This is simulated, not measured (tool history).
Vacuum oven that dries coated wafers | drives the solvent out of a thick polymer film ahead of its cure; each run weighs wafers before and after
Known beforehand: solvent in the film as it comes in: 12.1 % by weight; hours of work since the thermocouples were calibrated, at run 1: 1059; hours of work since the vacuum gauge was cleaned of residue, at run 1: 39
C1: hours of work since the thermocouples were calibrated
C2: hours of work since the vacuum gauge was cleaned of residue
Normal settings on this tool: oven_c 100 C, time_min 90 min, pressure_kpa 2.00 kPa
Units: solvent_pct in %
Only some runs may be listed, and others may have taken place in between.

{"run": 1, "hour": 0.0, "oven_c": 100, "time_min": 90, "pressure_kpa": 2.0, "C1": 1059, "C2": 39, "solvent_pct": 1.57}
{"run": 2, "hour": 62.8, "oven_c": 100, "time_min": 59, "pressure_kpa": 2.0, "C1": 1086, "C2": 67, "solvent_pct": 2.52}
{"run": 3, "hour": 127.9, "oven_c": 100, "time_min": 59, "pressure_kpa": 2.0, "C1": 1115, "C2": 96, "solvent_pct": 2.57}
{"run": 4, "hour": 200.0, "oven_c": 100, "time_min": 59, "pressure_kpa": 2.0, "C1": 1147, "C2": 128, "solvent_pct": 2.56}
{"run": 5, "hour": 265.2, "oven_c": 100, "time_min": 59, "pressure_kpa": 2.0, "C1": 1176, "C2": 157, "solvent_pct": 2.58}
{"run": 6, "hour": 300.2, "oven_c": 100, "time_min": 59, "pressure_kpa": 2.0, "C1": 1192, "C2": 173, "solvent_pct": 2.57}
{"run": 7, "hour": 351.9, "oven_c": 100, "time_min": 90, "pressure_kpa": 2.16, "C1": 1215, "C2": 196, "solvent_pct": 1.69}
{"run": 8, "hour": 424.4, "oven_c": 100, "time_min": 90, "pressure_kpa": 2.0, "C1": 1247, "C2": 228, "solvent_pct": 1.63}
{"run": 9, "hour": 503.0, "oven_c": 100, "time_min": 90, "pressure_kpa": 2.0, "C1": 1282, "C2": 263, "solvent_pct": 1.68}
{"run": 10, "hour": 588.8, "oven_c": 100, "time_min": 90, "pressure_kpa": 2.0, "C1": 1320, "C2": 301, "solvent_pct": 1.67}
{"run": 11, "hour": 660.3, "oven_c": 100, "time_min": 90, "pressure_kpa": 2.0, "C1": 1352, "C2": 332, "solvent_pct": 1.7}
{"run": 12, "hour": 700.8, "oven_c": 100, "time_min": 90, "pressure_kpa": 2.0, "C1": 1370, "C2": 350, "solvent_pct": 1.68}
{"run": 13, "hour": 757.8, "oven_c": 100, "time_min": 90, "pressure_kpa": 2.0, "C1": 1395, "C2": 376, "solvent_pct": 1.69}
{"hour": 790.4, "done": "oven's thermocouples calibrated"}
{"run": 14, "hour": 812.0, "oven_c": 92, "time_min": 90, "pressure_kpa": 2.0, "C1": 10, "C2": 399, "solvent_pct": 2.96}
{"run": 15, "hour": 891.1, "oven_c": 100, "time_min": 90, "pressure_kpa": 1.03, "C1": 45, "C2": 434, "solvent_pct": 1.1}
{"run": 16, "hour": 958.5, "oven_c": 100, "time_min": 80, "pressure_kpa": 1.03, "C1": 75, "C2": 464, "solvent_pct": 1.26}
{"run": 17, "hour": 1028.5, "oven_c": 107, "time_min": 90, "pressure_kpa": 2.0, "C1": 106, "C2": 495, "solvent_pct": 0.91}
{"run": 18, "hour": 1094.2, "oven_c": 101, "time_min": 90, "pressure_kpa": 2.0, "C1": 135, "C2": 524, "solvent_pct": 1.42}
{"run": 19, "hour": 1136.4, "oven_c": 101, "time_min": 90, "pressure_kpa": 2.0, "C1": 154, "C2": 543, "solvent_pct": 1.39}
{"run": 20, "hour": 1219.4, "oven_c": 101, "time_min": 90, "pressure_kpa": 2.0, "C1": 190, "C2": 580, "solvent_pct": 1.39}
{"run": 21, "hour": 1265.4, "oven_c": 101, "time_min": 90, "pressure_kpa": 2.0, "C1": 211, "C2": 600, "solvent_pct": 1.38}
{"run": 22, "hour": 1339.9, "oven_c": 100, "time_min": 90, "pressure_kpa": 5.33, "C1": 244, "C2": 633, "solvent_pct": 3.1}
{"run": 23, "hour": 1402.5, "oven_c": 100, "time_min": 145, "pressure_kpa": 5.33, "C1": 272, "C2": 661, "solvent_pct": 2.74}
{"run": 24, "hour": 1475.1, "oven_c": 100, "time_min": 145, "pressure_kpa": 5.33, "C1": 304, "C2": 693, "solvent_pct": 2.78}
{"run": 25, "hour": 1532.7, "oven_c": 86, "time_min": 90, "pressure_kpa": 1.62, "C1": 329, "C2": 719, "solvent_pct": 4.56}
{"run": 26, "hour": 1592.8, "oven_c": 100, "time_min": 72, "pressure_kpa": 1.43, "C1": 356, "C2": 745, "solvent_pct": 1.73}
{"run": 27, "hour": 1664.6, "oven_c": 100, "time_min": 80, "pressure_kpa": 6.92, "C1": 388, "C2": 777, "solvent_pct": 3.97}
{"run": 28, "hour": 1706.8, "oven_c": 100, "time_min": 80, "pressure_kpa": 6.92, "C1": 407, "C2": 796, "solvent_pct": 4.11}
{"run": 29, "hour": 1775.2, "oven_c": 90, "time_min": 62, "pressure_kpa": 1.9, "C1": 437, "C2": 826, "solvent_pct": 4.78}
{"run": 30, "hour": 1830.1, "oven_c": 89, "time_min": 62, "pressure_kpa": 2.54, "C1": 461, "C2": 851, "solvent_pct": 5.36}
{"run": 31, "hour": 1901.8, "oven_c": 94, "time_min": 90, "pressure_kpa": 4.75, "C1": 493, "C2": 883, "solvent_pct": 4.2}
{"run": 32, "hour": 1959.3, "oven_c": 100, "time_min": 67, "pressure_kpa": 4.62, "C1": 519, "C2": 908, "solvent_pct": 3.32}
{"run": 33, "hour": 2007.8, "oven_c": 104, "time_min": 82, "pressure_kpa": 4.55, "C1": 540, "C2": 930, "solvent_pct": 2.33}
{"run": 34, "hour": 2059.4, "oven_c": 88, "time_min": 90, "pressure_kpa": 2.17, "C1": 563, "C2": 953, "solvent_pct": 4.37}
{"run": 35, "hour": 2141.8, "oven_c": 110, "time_min": 94, "pressure_kpa": 6.05, "C1": 600, "C2": 989, "solvent_pct": 2.19}
{"run": 36, "hour": 2182.8, "oven_c": 107, "time_min": 105, "pressure_kpa": 6.06, "C1": 618, "C2": 1007, "solvent_pct": 2.47}
{"run": 37, "hour": 2263.8, "oven_c": 107, "time_min": 105, "pressure_kpa": 6.06, "C1": 654, "C2": 1043, "solvent_pct": 2.48}
{"run": 38, "hour": 2343.9, "oven_c": 100, "time_min": 51, "pressure_kpa": 2.0, "C1": 690, "C2": 1079, "solvent_pct": 3.0}
{"run": 39, "hour": 2414.6, "oven_c": 106, "time_min": 48, "pressure_kpa": 2.0, "C1": 721, "C2": 1110, "solvent_pct": 1.83}
{"run": 40, "hour": 2479.0, "oven_c": 106, "time_min": 48, "pressure_kpa": 2.0, "C1": 749, "C2": 1139, "solvent_pct": 1.91}
{"run": 41, "hour": 2515.9, "oven_c": 103, "time_min": 145, "pressure_kpa": 4.42, "C1": 766, "C2": 1155, "solvent_pct": 2.18}
{"run": 42, "hour": 2596.7, "oven_c": 103, "time_min": 145, "pressure_kpa": 4.42, "C1": 802, "C2": 1191, "solvent_pct": 2.15}
{"run": 43, "hour": 2646.3, "oven_c": 89, "time_min": 116, "pressure_kpa": 2.0, "C1": 824, "C2": 1213, "solvent_pct": 3.43}
{"run": 44, "hour": 2706.5, "oven_c": 100, "time_min": 47, "pressure_kpa": 2.0, "C1": 850, "C2": 1240, "solvent_pct": 3.28}
{"run": 45, "hour": 2781.8, "oven_c": 88, "time_min": 68, "pressure_kpa": 1.75, "C1": 884, "C2": 1273, "solvent_pct": 5.21}
{"run": 46, "hour": 2868.8, "oven_c": 88, "time_min": 68, "pressure_kpa": 1.75, "C1": 923, "C2": 1312, "solvent_pct": 5.15}
{"run": 47, "hour": 2904.7, "oven_c": 96, "time_min": 63, "pressure_kpa": 2.0, "C1": 938, "C2": 1328, "solvent_pct": 3.43}

Below, some changes in solvent_pct between adjacent runs. For each, the amount present without the hidden state too (settings, incoming material, random variation) and the amount remaining for the hidden state with gauge scatter not shared by both compared results:
What the log doesn't record here: true wafer temperature over the reading, C; true pressure over the reading, kPa; drift of the gauge itself on solvent_pct, %.
Run 13 -> 14: oven_c 100 -> 92, oven's thermocouples calibrated. solvent_pct +1.27 %: hidden state -0.18, all else +1.45.
Run 25 -> 26: oven_c 86 -> 100, time_min 90 -> 72, pressure_kpa 1.62 -> 1.43. solvent_pct -2.83 %: hidden state -0.09, all else -2.74.
Run 26 -> 27: time_min 72 -> 80, pressure_kpa 1.43 -> 6.92. solvent_pct +2.24 %: hidden state +0.05, all else +2.19.
Run 34 -> 35: oven_c 88 -> 110, time_min 90 -> 94, pressure_kpa 2.17 -> 6.05. solvent_pct -2.18 %: hidden state -0.21, all else -1.97.
Run 42 -> 43: oven_c 103 -> 89, time_min 145 -> 116, pressure_kpa 4.42 -> 2.00. solvent_pct +1.28 %: hidden state +0.27, all else +1.01.
